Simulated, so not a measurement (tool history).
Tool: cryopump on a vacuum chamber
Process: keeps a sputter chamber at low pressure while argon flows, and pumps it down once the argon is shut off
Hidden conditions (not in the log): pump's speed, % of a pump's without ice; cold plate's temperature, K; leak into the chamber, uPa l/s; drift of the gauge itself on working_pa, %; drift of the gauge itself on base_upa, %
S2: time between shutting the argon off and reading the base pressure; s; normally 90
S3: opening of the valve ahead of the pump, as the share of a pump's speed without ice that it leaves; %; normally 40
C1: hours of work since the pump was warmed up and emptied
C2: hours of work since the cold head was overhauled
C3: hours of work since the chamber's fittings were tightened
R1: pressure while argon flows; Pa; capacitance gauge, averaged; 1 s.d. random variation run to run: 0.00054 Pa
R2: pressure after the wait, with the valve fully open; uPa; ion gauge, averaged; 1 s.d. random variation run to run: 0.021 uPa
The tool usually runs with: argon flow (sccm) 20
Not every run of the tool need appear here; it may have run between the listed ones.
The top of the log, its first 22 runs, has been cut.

{"run": 23, "hour": 468.4, "argon flow (sccm)": 11, "S2": 170, "S3": 23, "C1": 976, "C2": 976, "C3": 969, "R1": 0.0502, "R2": 1}
{"run": 24, "hour": 482.0, "argon flow (sccm)": 11, "S2": 36, "S3": 55, "C1": 986, "C2": 986, "C3": 979, "R1": 0.0224, "R2": 1.68}
{"run": 25, "hour": 502.0, "argon flow (sccm)": 10, "S2": 51, "S3": 40, "C1": 1001, "C2": 1001, "C3": 994, "R1": 0.0276, "R2": 1.45}
{"run": 26, "hour": 519.1, "argon flow (sccm)": 10, "S2": 188, "S3": 23, "C1": 1014, "C2": 1014, "C3": 1006, "R1": 0.0471, "R2": 1.05}
{"run": 27, "hour": 540.0, "argon flow (sccm)": 24, "S2": 110, "S3": 23, "C1": 1029, "C2": 1029, "C3": 1022, "R1": 0.1134, "R2": 1.19}
{"run": 28, "hour": 565.2, "argon flow (sccm)": 25, "S2": 268, "S3": 16, "C1": 1048, "C2": 1048, "C3": 1040, "R1": 0.1683, "R2": 1}
{"run": 29, "hour": 583.6, "argon flow (sccm)": 24, "S2": 171, "S3": 40, "C1": 1062, "C2": 1062, "C3": 1054, "R1": 0.0659, "R2": 1.05}
{"run": 30, "hour": 601.4, "argon flow (sccm)": 24, "S2": 171, "S3": 40, "C1": 1075, "C2": 1075, "C3": 1067, "R1": 0.066, "R2": 1.12}
{"run": 31, "hour": 617.8, "argon flow (sccm)": 24, "S2": 171, "S3": 40, "C1": 1087, "C2": 1087, "C3": 1080, "R1": 0.0673, "R2": 1.06}
{"run": 32, "hour": 634.9, "argon flow (sccm)": 20, "S2": 271, "S3": 15, "C1": 1100, "C2": 1100, "C3": 1092, "R1": 0.1425, "R2": 1.07}
{"run": 33, "hour": 649.3, "argon flow (sccm)": 20, "S2": 271, "S3": 15, "C1": 1110, "C2": 1110, "C3": 1103, "R1": 0.1424, "R2": 1.1}

Alternative continuations, all from the tool just after run 33; predict every row:
{"run": "A", "hour": 676.6, "argon flow (sccm)": 20, "S2": 176, "S3": 44, "C1": 1131, "C2": 1131, "C3": 1123, "R1": "?", "R2": "?"}
{"run": "B", "hour": 676.6, "argon flow (sccm)": 10, "S2": 40, "S3": 41, "C1": 1131, "C2": 1131, "C3": 1123, "R1": "?", "R2": "?"}
{"run": "C", "hour": 676.6, "argon flow (sccm)": 9, "S2": 90, "S3": 40, "C1": 1131, "C2": 1131, "C3": 1123, "R1": "?", "R2": "?"}
{"run": "D", "hour": 676.6, "argon flow (sccm)": 20, "S2": 24, "S3": 41, "C1": 1131, "C2": 1131, "C3": 1123, "R1": "?", "R2": "?"}
{"run": "E", "hour": 676.6, "argon flow (sccm)": 19, "S2": 271, "S3": 15, "C1": 1131, "C2": 1131, "C3": 1123, "R1": "?", "R2": "?"}

run=A R1=0.0511 R2=1.16
run=B R1=0.0276 R2=1.74
run=C R1=0.0246 R2=1.29
run=D R1=0.054 R2=2.24
run=E R1=0.1357 R2=1.08
What these runs would have given with no unlogged condition in the tool:
run=A R1=0.0474 R2=0.37
run=B R1=0.0257 R2=0.94
run=C R1=0.0229 R2=0.5
run=D R1=0.0504 R2=1.44
run=E R1=0.1322 R2=0.28

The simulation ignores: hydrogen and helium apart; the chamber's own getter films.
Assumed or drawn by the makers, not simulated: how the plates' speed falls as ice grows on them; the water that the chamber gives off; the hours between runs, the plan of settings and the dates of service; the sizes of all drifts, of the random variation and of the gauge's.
